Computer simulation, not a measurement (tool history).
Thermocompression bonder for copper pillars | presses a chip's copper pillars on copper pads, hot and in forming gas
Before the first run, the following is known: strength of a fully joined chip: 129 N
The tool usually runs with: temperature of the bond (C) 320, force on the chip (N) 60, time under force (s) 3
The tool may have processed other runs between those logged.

| run | day | temperature of the bond (C) | force on the chip (N) | time under force (s) | force that shears a chip off (N) |
|---|---|---|---|---|---|
| 1 | 0 | 320 | 60 | 3 | 55.4 |
| 2 | 0.942 | 320 | 60 | 3 | 54.3 |
| 3 | 1.767 | 320 | 60 | 4 | 61.7 |
| 4 | 2.867 | 320 | 60 | 3 | 54.4 |
| 5 | 4.083 | 320 | 60 | 3 | 54.7 |
| 6 | 4.912 | 320 | 60 | 3 | 54.5 |
| 7 | 6.308 | 320 | 60 | 3 | 55 |
| 8 | 7.429 | 320 | 60 | 3 | 55.4 |
| 9 | 8.979 | 320 | 60 | 3 | 55.1 |
| 10 | 9.942 | 324 | 60 | 3 | 57.1 |
| 11 | 11.321 | 314 | 72 | 4 | 67 |
| 12 | 12.85 | 314 | 59 | 8 | 72.2 |
| 13 | 13.604 | 314 | 59 | 8 | 71.2 |
|  | 13.962 | forming gas filter changed |
| 14 | 14.546 | 341 | 60 | 3 | 68.7 |
| 15 | 15.988 | 338 | 60 | 2 | 57.6 |
| 16 | 17.471 | 291 | 45 | 8 | 41.7 |
| 17 | 18.179 | 291 | 45 | 8 | 41.4 |
| 18 | 18.892 | 320 | 48 | 4 | 48.2 |
| 19 | 20.508 | 347 | 43 | 2 | 44.2 |

Predict each of these 3 candidate next runs independently; none follows another, all start after run 19:
| A | 21.612 | 349 | 46 | 3 | ? |
| B | 21.612 | 347 | 56 | 2 | ? |
| C | 21.612 | 326 | 49 | 9 | ? |

| run | force that shears a chip off (N) |
|---|---|
| A | 57.2 |
| B | 58.2 |
| C | 70.2 |
With no hidden state in the tool, these same runs would have given:
| run | force that shears a chip off (N) |
|---|---|
| A | 57.3 |
| B | 58.3 |
| C | 70.3 |
